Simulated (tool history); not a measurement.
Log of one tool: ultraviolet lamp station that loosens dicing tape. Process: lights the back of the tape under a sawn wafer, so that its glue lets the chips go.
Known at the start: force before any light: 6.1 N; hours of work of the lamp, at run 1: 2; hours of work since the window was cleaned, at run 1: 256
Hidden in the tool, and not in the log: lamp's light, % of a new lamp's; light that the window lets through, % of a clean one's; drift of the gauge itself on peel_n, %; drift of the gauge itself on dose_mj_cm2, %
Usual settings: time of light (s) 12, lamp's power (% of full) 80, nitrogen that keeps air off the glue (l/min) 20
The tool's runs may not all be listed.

| run | day | time of light (s) | lamp's power (% of full) | nitrogen that keeps air off the glue (l/min) | hours of work of the lamp | hours of work since the window was cleaned | force that peels the tape off (N) | light that reached the tape (mJ/cm2) |
|---|---|---|---|---|---|---|---|---|
| 1 | 0 | 12 | 80 | 20 | 2 | 256 | 0.874 | 359 |
| 2 | 1.1 | 12 | 80 | 20 | 13 | 267 | 0.861 | 358 |
| 3 | 1.592 | 12 | 80 | 20 | 18 | 272 | 0.863 | 361 |
| 4 | 2.608 | 12 | 80 | 20 | 28 | 282 | 0.896 | 355 |
| 5 | 3.225 | 12 | 80 | 20 | 34 | 288 | 0.949 | 355 |
| 6 | 4.35 | 12 | 80 | 20 | 45 | 299 | 0.939 | 352 |
| 7 | 4.967 | 12 | 77 | 20 | 51 | 305 | 1.018 | 340 |
| 8 | 5.7 | 12 | 77 | 20 | 58 | 312 | 0.995 | 340 |
| 9 | 6.45 | 12 | 77 | 20 | 65 | 319 | 0.987 | 336 |
| 10 | 7.108 | 12 | 77 | 20 | 71 | 326 | 0.986 | 328 |
| 11 | 7.683 | 10 | 80 | 20 | 77 | 331 | 1.296 | 284 |
| 12 | 8.321 | 10 | 80 | 20 | 83 | 337 | 1.295 | 286 |
| 13 | 9.346 | 10 | 80 | 20 | 93 | 347 | 1.282 | 283 |
| 14 | 9.983 | 12 | 80 | 20 | 99 | 353 | 0.971 | 338 |
| 15 | 10.779 | 10 | 80 | 20 | 107 | 361 | 1.267 | 282 |
|  | 11.438 | window cleaned of glue's vapour |
| 16 | 11.571 | 6 | 68 | 26 | 115 | 1 | 2.163 | 168 |
| 17 | 12.25 | 9 | 64 | 11 | 121 | 8 | 2.093 | 235 |
| 18 | 13.196 | 7 | 96 | 7 | 130 | 17 | 2.035 | 275 |
| 19 | 14.004 | 7 | 96 | 7 | 138 | 25 | 2.074 | 278 |
| 20 | 14.988 | 10 | 80 | 10 | 148 | 34 | 1.502 | 322 |
| 21 | 15.621 | 10 | 80 | 10 | 154 | 41 | 1.428 | 322 |
| 22 | 16.408 | 6 | 62 | 20 | 162 | 48 | 2.712 | 149 |
| 23 | 16.908 | 17 | 78 | 37 | 166 | 53 | 0.357 | 530 |
| 24 | 17.721 | 17 | 78 | 37 | 174 | 61 | 0.356 | 527 |
| 25 | 18.825 | 17 | 78 | 37 | 185 | 72 | 0.355 | 530 |
| 26 | 19.858 | 7 | 78 | 37 | 195 | 82 | 1.535 | 214 |
| 27 | 20.504 | 17 | 80 | 13 | 201 | 88 | 0.573 | 538 |
| 28 | 21.204 | 17 | 68 | 12 | 208 | 95 | 0.784 | 448 |

5 ways to go on from here, each from the tool as it stands after run 28. What would each give?
| A | 21.692 | 7 | 68 | 12 | 213 | 100 | ? | ? |
| B | 21.692 | 8 | 68 | 34 | 213 | 100 | ? | ? |
| C | 21.692 | 20 | 71 | 20 | 213 | 100 | ? | ? |
| D | 21.692 | 13 | 80 | 25 | 213 | 100 | ? | ? |
| E | 21.692 | 12 | 87 | 20 | 213 | 100 | ? | ? |

| run | force that peels the tape off (N) | light that reached the tape (mJ/cm2) |
|---|---|---|
| A | 2.486 | 185 |
| B | 1.59 | 212 |
| C | 0.41 | 554 |
| D | 0.651 | 405 |
| E | 0.732 | 404 |
Without the tool's hidden state the same runs would have given:
| run | force that peels the tape off (N) | light that reached the tape (mJ/cm2) |
|---|---|---|
| A | 2.258 | 206 |
| B | 1.382 | 236 |
| C | 0.343 | 615 |
| D | 0.538 | 450 |
| E | 0.608 | 449 |

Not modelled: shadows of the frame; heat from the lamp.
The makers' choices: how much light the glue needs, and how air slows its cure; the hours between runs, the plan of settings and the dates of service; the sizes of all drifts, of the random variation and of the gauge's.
